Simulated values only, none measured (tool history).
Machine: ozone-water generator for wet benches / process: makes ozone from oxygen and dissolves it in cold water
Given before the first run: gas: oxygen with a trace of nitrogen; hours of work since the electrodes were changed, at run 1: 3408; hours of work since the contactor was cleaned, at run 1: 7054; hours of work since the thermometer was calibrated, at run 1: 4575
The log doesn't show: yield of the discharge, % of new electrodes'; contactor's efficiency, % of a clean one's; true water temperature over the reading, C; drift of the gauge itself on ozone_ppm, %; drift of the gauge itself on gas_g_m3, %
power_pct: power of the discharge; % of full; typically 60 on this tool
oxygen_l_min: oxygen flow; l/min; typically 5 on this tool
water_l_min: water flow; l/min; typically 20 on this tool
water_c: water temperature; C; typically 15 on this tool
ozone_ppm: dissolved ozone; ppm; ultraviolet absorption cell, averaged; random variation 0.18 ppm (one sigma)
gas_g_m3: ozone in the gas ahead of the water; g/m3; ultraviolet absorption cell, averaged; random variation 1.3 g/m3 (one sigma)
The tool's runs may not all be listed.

run,day,power_pct,oxygen_l_min,water_l_min,water_c,hours of work since the electrodes were changed,hours of work since the contactor was cleaned,hours of work since the thermometer was calibrated,ozone_ppm,gas_g_m3
1,0,60,5,20,15,3408,7054,4575,25.5,241.7
2,6.983,60,5,21,15,3549,7195,4715,24.9,241.3
3,13.217,60,5,20,15,3674,7320,4841,25.6,240.2
4,17.846,60,5,20,15,3768,7413,4934,25.5,239
5,22.15,60,5,20,15,3854,7500,5020,25.5,240
6,27.25,60,5,20,15,3957,7603,5123,25.5,240.1
7,33.788,60,5,20,7,4089,7734,5255,28.2,242.8
8,37.354,60,5,30,7,4160,7806,5326,19.1,240.3
9,40.821,60,5,20,15,4230,7876,5396,25.5,240.9
# day 43.85: water thermometer calibrated
10,46.488,60,5,20,15,4344,7989,53,25.5,239.3
11,52.675,77,5,20,15,4468,8114,178,30.3,281.7
12,58.912,60,5,20,15,4594,8239,303,25.6,244.8
# day 63.929: contactor cleaned
13,65.95,60,5,20,15,4732,41,441,25.8,241.4
14,72.625,60,5,20,15,4866,175,576,25.8,242.1
15,77.233,60,5,20,15,4959,268,669,25.3,242.3
16,82.688,60,5,20,15,5069,378,778,25.8,242.4
17,90.088,41,5,20,15,5218,526,927,20.2,189.7
18,93.117,41,5,20,15,5279,587,988,19.9,191.6
19,96.883,52,7.12,20,15,5355,663,1064,23.7,185.6
20,100.412,52,7.12,20,15,5426,734,1135,23.5,186.8
21,107.304,52,7.12,20,15,5564,873,1274,23.8,184.5
22,114.812,52,7.12,20,15,5716,1024,1425,23.5,185.1
23,119.208,52,7.12,15,22,5804,1113,1514,25.2,184.4
24,124.638,52,7.12,15,22,5913,1222,1623,25.2,186.2
25,130.233,52,7.12,15,22,6026,1335,1735,25.1,186.1
26,134.3,45,7.12,15,12,6108,1416,1817,27.9,170
27,141.475,45,7.12,15,12,6252,1561,1962,28,171.5
28,147.971,45,8.19,27,12,6383,1692,2092,17.7,158.9
29,154.958,45,8.19,27,12,6524,1832,2233,17.9,159.7
30,158.396,60,5,30,22,6593,1901,2302,16.6,245.3
31,165.879,60,5,30,22,6744,2052,2453,16.2,248.4
32,170.825,60,7.42,19,21,6843,2152,2552,24.2,198.2

Below are 5 alternative next runs, each starting from the tool's condition after run 32. Predict each:
A,175.792,76,5,19,15,6943,2252,2652,?,?
B,175.792,57,7.42,15,21,6943,2252,2652,?,?
C,175.792,77,3.17,26,15,6943,2252,2652,?,?
D,175.792,60,7.42,13,13,6943,2252,2652,?,?
E,175.792,60,3.96,24,14,6943,2252,2652,?,?

run,ozone_ppm,gas_g_m3
A,31,283.5
B,27.2,194.9
C,22.1,363.6
D,36.2,200.7
E,21.6,278.3
Had the tool no hidden state, the same runs would have come out as:
run,ozone_ppm,gas_g_m3
A,31.1,277
B,27.2,190.3
C,22.1,355.3
D,36.3,196.1
E,21.6,271.8
